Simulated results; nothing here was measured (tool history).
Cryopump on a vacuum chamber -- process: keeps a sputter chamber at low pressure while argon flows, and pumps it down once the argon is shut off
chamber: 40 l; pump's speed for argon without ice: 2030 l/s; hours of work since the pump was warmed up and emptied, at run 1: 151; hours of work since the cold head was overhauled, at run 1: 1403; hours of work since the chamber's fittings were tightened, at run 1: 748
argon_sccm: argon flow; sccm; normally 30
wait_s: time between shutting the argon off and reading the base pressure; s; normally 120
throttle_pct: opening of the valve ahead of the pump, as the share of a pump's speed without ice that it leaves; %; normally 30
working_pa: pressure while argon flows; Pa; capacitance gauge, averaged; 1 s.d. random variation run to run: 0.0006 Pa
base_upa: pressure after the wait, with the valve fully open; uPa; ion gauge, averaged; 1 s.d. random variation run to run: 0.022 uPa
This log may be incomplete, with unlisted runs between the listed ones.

| run | hour | argon_sccm | wait_s | throttle_pct | hours of work since the pump was warmed up and emptied | hours of work since the cold head was overhauled | hours of work since the chamber's fittings were tightened | working_pa | base_upa |
|---|---|---|---|---|---|---|---|---|---|
| 1 | 0.0 | 30 | 120 | 30 | 151 | 1403 | 748 | 0.0831 | 1.10 |
| 2 | 38.1 | 30 | 120 | 30 | 179 | 1431 | 776 | 0.0833 | 1.11 |
| 3 | 103.4 | 28 | 120 | 30 | 227 | 1480 | 824 | 0.0795 | 1.05 |
| 4 | 167.9 | 30 | 78 | 30 | 275 | 1527 | 872 | 0.0845 | 1.46 |
| 5 | 232.6 | 30 | 78 | 30 | 322 | 1575 | 919 | 0.0842 | 1.45 |
| 6 | 270.8 | 30 | 120 | 30 | 350 | 1603 | 947 | 0.0848 | 1.21 |
| 7 | 319.2 | 30 | 120 | 30 | 386 | 1639 | 983 | 0.0848 | 1.25 |
| 8 | 371.8 | 30 | 26 | 30 | 425 | 1677 | 1022 | 0.0848 | 3.04 |
| 9 | 399.2 | 30 | 41 | 30 | 445 | 1697 | 1042 | 0.0847 | 2.20 |
| 10 | 464.5 | 30 | 41 | 30 | 493 | 1746 | 1090 | 0.0835 | 2.24 |
| 11 | 530.5 | 30 | 120 | 26 | 542 | 1794 | 1139 | 0.0990 | 1.36 |
| 12 | 595.1 | 30 | 120 | 26 | 589 | 1842 | 1186 | 0.0981 | 1.36 |
| 13 | 627.3 | 30 | 120 | 26 | 613 | 1866 | 1210 | 0.0978 | 1.39 |
| 14 | 678.1 | 13 | 36 | 26 | 651 | 1903 | 1248 | 0.0432 | 2.51 |
| 15 | 726.4 | 30 | 222 | 22 | 686 | 1939 | 1283 | 0.1161 | 1.24 |
| 16 | 769.6 | 14 | 120 | 30 | 718 | 1971 | 1315 | 0.0407 | 1.45 |
| 17 | 811.7 | 30 | 120 | 52 | 749 | 2002 | 1346 | 0.0501 | 1.49 |
| 18 | 853.5 | 30 | 120 | 52 | 780 | 2032 | 1377 | 0.0514 | 1.48 |
| 19 | 894.0 | 30 | 120 | 52 | 810 | 2062 | 1407 | 0.0512 | 1.55 |
| 20 | 960.5 | 30 | 120 | 52 | 859 | 2111 | 1456 | 0.0511 | 1.55 |
| 21 | 1012.0 | 36 | 44 | 46 | 897 | 2149 | 1494 | 0.0681 | 2.44 |
| 22 | 1067.9 | 50 | 40 | 30 | 938 | 2190 | 1535 | 0.1438 | 2.59 |
| 23 | 1129.3 | 50 | 40 | 30 | 983 | 2236 | 1580 | 0.1455 | 2.68 |

4 options for the next run, each taken on its own from the tool as it stands now. Forecast them:
| A | 1192.0 | 50 | 215 | 24 | 1029 | 2282 | 1626 | ? | ? |
| B | 1192.0 | 30 | 120 | 20 | 1029 | 2282 | 1626 | ? | ? |
| C | 1192.0 | 17 | 94 | 41 | 1029 | 2282 | 1626 | ? | ? |
| D | 1192.0 | 36 | 136 | 58 | 1029 | 2282 | 1626 | ? | ? |

| run | working_pa | base_upa |
|---|---|---|
| A | 0.1793 | 1.45 |
| B | 0.1287 | 1.69 |
| C | 0.0365 | 1.82 |
| D | 0.0569 | 1.63 |
The same runs, with their run-to-run variation unchanged, on a tool lacking any hidden condition would have given:
| run | working_pa | base_upa |
|---|---|---|
| A | 0.1734 | 0.39 |
| B | 0.1252 | 0.62 |
| C | 0.0345 | 0.76 |
| D | 0.0527 | 0.58 |
